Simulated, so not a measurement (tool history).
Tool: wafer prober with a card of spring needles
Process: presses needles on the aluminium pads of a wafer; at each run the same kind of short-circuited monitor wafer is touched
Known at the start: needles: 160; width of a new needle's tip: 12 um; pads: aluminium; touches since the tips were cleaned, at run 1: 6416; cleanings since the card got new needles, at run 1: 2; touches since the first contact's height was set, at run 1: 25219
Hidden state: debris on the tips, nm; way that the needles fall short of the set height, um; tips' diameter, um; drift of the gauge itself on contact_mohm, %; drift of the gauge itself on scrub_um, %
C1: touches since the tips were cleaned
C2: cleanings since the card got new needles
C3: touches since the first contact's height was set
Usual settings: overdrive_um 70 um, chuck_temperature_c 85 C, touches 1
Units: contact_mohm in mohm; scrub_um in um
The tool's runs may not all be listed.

{"run": 1, "hour": 0.0, "overdrive_um": 70, "chuck_temperature_c": 85, "touches": 1, "C1": 6416, "C2": 2, "C3": 25219, "contact_mohm": 208, "scrub_um": 10.84}
{"hour": 3.2, "done": "tips cleaned on abrasive film"}
{"run": 2, "hour": 8.9, "overdrive_um": 70, "chuck_temperature_c": 85, "touches": 1, "C1": 2507, "C2": 3, "C3": 29063, "contact_mohm": 193, "scrub_um": 10.82}
{"run": 3, "hour": 17.7, "overdrive_um": 70, "chuck_temperature_c": 49, "touches": 1, "C1": 6366, "C2": 3, "C3": 32922, "contact_mohm": 200, "scrub_um": 10.82}
{"hour": 20.9, "done": "tips cleaned on abrasive film"}
{"run": 4, "hour": 24.8, "overdrive_um": 70, "chuck_temperature_c": 69, "touches": 1, "C1": 1706, "C2": 4, "C3": 35981, "contact_mohm": 187, "scrub_um": 10.82}
{"run": 5, "hour": 34.1, "overdrive_um": 70, "chuck_temperature_c": 85, "touches": 1, "C1": 5776, "C2": 4, "C3": 40051, "contact_mohm": 203, "scrub_um": 10.8}
{"hour": 38.9, "done": "tips cleaned on abrasive film"}
{"run": 6, "hour": 39.6, "overdrive_um": 70, "chuck_temperature_c": 85, "touches": 1, "C1": 317, "C2": 5, "C3": 42442, "contact_mohm": 182, "scrub_um": 10.8}
{"run": 7, "hour": 43.7, "overdrive_um": 70, "chuck_temperature_c": 57, "touches": 1, "C1": 2098, "C2": 5, "C3": 44223, "contact_mohm": 187, "scrub_um": 10.8}
{"run": 8, "hour": 49.4, "overdrive_um": 61, "chuck_temperature_c": 85, "touches": 1, "C1": 4597, "C2": 5, "C3": 46722, "contact_mohm": 211, "scrub_um": 9.38}
{"run": 9, "hour": 54.2, "overdrive_um": 61, "chuck_temperature_c": 85, "touches": 1, "C1": 6705, "C2": 5, "C3": 48830, "contact_mohm": 224, "scrub_um": 9.39}
{"hour": 56.4, "done": "tips cleaned on abrasive film"}
{"run": 10, "hour": 60.1, "overdrive_um": 61, "chuck_temperature_c": 85, "touches": 1, "C1": 1595, "C2": 6, "C3": 51366, "contact_mohm": 192, "scrub_um": 9.36}
{"run": 11, "hour": 68.8, "overdrive_um": 61, "chuck_temperature_c": 85, "touches": 1, "C1": 5397, "C2": 6, "C3": 55168, "contact_mohm": 216, "scrub_um": 9.36}
{"hour": 74.1, "done": "tips cleaned on abrasive film"}
{"run": 12, "hour": 74.1, "overdrive_um": 61, "chuck_temperature_c": 85, "touches": 1, "C1": 0, "C2": 7, "C3": 57452, "contact_mohm": 180, "scrub_um": 9.36}
{"run": 13, "hour": 80.9, "overdrive_um": 61, "chuck_temperature_c": 85, "touches": 1, "C1": 3011, "C2": 7, "C3": 60463, "contact_mohm": 206, "scrub_um": 9.35}
{"run": 14, "hour": 90.0, "overdrive_um": 55, "chuck_temperature_c": 85, "touches": 1, "C1": 6980, "C2": 7, "C3": 64432, "contact_mohm": 233, "scrub_um": 8.42}
{"hour": 91.1, "done": "height of the first contact set anew"}
{"hour": 92.0, "done": "tips cleaned on abrasive film"}
{"run": 15, "hour": 97.4, "overdrive_um": 55, "chuck_temperature_c": 85, "touches": 1, "C1": 2363, "C2": 8, "C3": 2713, "contact_mohm": 207, "scrub_um": 8.36}
{"run": 16, "hour": 103.4, "overdrive_um": 55, "chuck_temperature_c": 85, "touches": 1, "C1": 4992, "C2": 8, "C3": 5342, "contact_mohm": 224, "scrub_um": 8.37}
{"hour": 109.6, "done": "tips cleaned on abrasive film"}
{"run": 17, "hour": 112.4, "overdrive_um": 79, "chuck_temperature_c": 73, "touches": 1, "C1": 1219, "C2": 9, "C3": 9220, "contact_mohm": 184, "scrub_um": 12.09}
{"hour": 121.1, "done": "height of the first contact set anew, once more"}
{"run": 18, "hour": 121.6, "overdrive_um": 79, "chuck_temperature_c": 73, "touches": 1, "C1": 5136, "C2": 9, "C3": 228, "contact_mohm": 197, "scrub_um": 12.27}
{"hour": 127.7, "done": "tips cleaned on abrasive film"}
{"run": 19, "hour": 127.8, "overdrive_um": 57, "chuck_temperature_c": 47, "touches": 1, "C1": 42, "C2": 10, "C3": 2874, "contact_mohm": 171, "scrub_um": 8.84}
{"run": 20, "hour": 133.8, "overdrive_um": 50, "chuck_temperature_c": 118, "touches": 3, "C1": 2693, "C2": 10, "C3": 5525, "contact_mohm": 196, "scrub_um": 7.77}
{"run": 21, "hour": 139.7, "overdrive_um": 50, "chuck_temperature_c": 118, "touches": 3, "C1": 5257, "C2": 10, "C3": 8089, "contact_mohm": 202, "scrub_um": 7.76}
{"run": 22, "hour": 143.8, "overdrive_um": 50, "chuck_temperature_c": 118, "touches": 3, "C1": 7065, "C2": 10, "C3": 9897, "contact_mohm": 206, "scrub_um": 7.76}
{"hour": 145.5, "done": "tips cleaned on abrasive film"}
{"run": 23, "hour": 147.8, "overdrive_um": 54, "chuck_temperature_c": 85, "touches": 2, "C1": 1010, "C2": 11, "C3": 11588, "contact_mohm": 187, "scrub_um": 8.35}
{"run": 24, "hour": 152.5, "overdrive_um": 54, "chuck_temperature_c": 85, "touches": 2, "C1": 3088, "C2": 11, "C3": 13666, "contact_mohm": 199, "scrub_um": 8.38}
{"run": 25, "hour": 158.5, "overdrive_um": 70, "chuck_temperature_c": 88, "touches": 3, "C1": 5698, "C2": 11, "C3": 16276, "contact_mohm": 185, "scrub_um": 10.85}
{"hour": 163.1, "done": "tips cleaned on abrasive film"}
{"run": 26, "hour": 164.3, "overdrive_um": 70, "chuck_temperature_c": 88, "touches": 3, "C1": 535, "C2": 12, "C3": 18813, "contact_mohm": 176, "scrub_um": 10.84}
{"run": 27, "hour": 173.3, "overdrive_um": 54, "chuck_temperature_c": 65, "touches": 2, "C1": 4454, "C2": 12, "C3": 22732, "contact_mohm": 201, "scrub_um": 8.35}

The same runs without the tool's hidden state, with the same run-to-run variation:
run=1 contact_mohm=172 scrub_um=10.88
run=2 contact_mohm=174 scrub_um=10.88
run=3 contact_mohm=165 scrub_um=10.88
run=4 contact_mohm=171 scrub_um=10.89
run=5 contact_mohm=171 scrub_um=10.88
run=6 contact_mohm=175 scrub_um=10.89
run=7 contact_mohm=169 scrub_um=10.9
run=8 contact_mohm=175 scrub_um=9.48
run=9 contact_mohm=178 scrub_um=9.49
run=10 contact_mohm=175 scrub_um=9.47
run=11 contact_mohm=176 scrub_um=9.48
run=12 contact_mohm=176 scrub_um=9.49
run=13 contact_mohm=177 scrub_um=9.48
run=14 contact_mohm=177 scrub_um=8.56
run=15 contact_mohm=176 scrub_um=8.53
run=16 contact_mohm=176 scrub_um=8.55
run=17 contact_mohm=174 scrub_um=12.28
run=18 contact_mohm=172 scrub_um=12.27
run=19 contact_mohm=168 scrub_um=8.85
run=20 contact_mohm=183 scrub_um=7.79
run=21 contact_mohm=183 scrub_um=7.78
run=22 contact_mohm=184 scrub_um=7.78
run=23 contact_mohm=178 scrub_um=8.38
run=24 contact_mohm=179 scrub_um=8.42
run=25 contact_mohm=173 scrub_um=10.89
run=26 contact_mohm=172 scrub_um=10.9
run=27 contact_mohm=173 scrub_um=8.41
